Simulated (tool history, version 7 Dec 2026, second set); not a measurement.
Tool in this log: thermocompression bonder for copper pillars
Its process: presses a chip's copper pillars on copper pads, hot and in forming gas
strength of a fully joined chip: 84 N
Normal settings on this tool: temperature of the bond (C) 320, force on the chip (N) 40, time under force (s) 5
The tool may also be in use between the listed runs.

run	hour	temperature of the bond (C)	force on the chip (N)	time under force (s)	force that shears a chip off (N)
1	0.0	320	40	5	53.7
2	13.0	320	40	5	53.6
3	26.1	320	40	5	53.2
4	35.3	306	40	5	47.7
5	41.7	306	40	5	47.7
# hour 44.3: force cell calibrated
6	54.5	306	40	5	47.0
7	68.0	320	40	5	52.0
8	79.2	320	40	5	52.3
9	86.9	291	40	13	53.6
# hour 91.5: force cell calibrated, once more
10	99.3	291	40	13	53.8
11	111.5	320	42	5	54.5
12	123.2	316	40	13	63.3
13	137.4	316	40	13	63.0

Forecast each of these 4 alternatives for the next run:
A	144.0	316	34	6	?
B	144.0	316	40	12	?
C	144.0	292	39	10	?
D	144.0	320	55	5	?

run	force that shears a chip off (N)
A	46.6
B	61.8
C	48.6
D	61.7
Take away the tool's hidden state, keep each run's random variation, and the runs would have read:
run	force that shears a chip off (N)
A	56.0
B	71.9
C	58.3
D	71.8
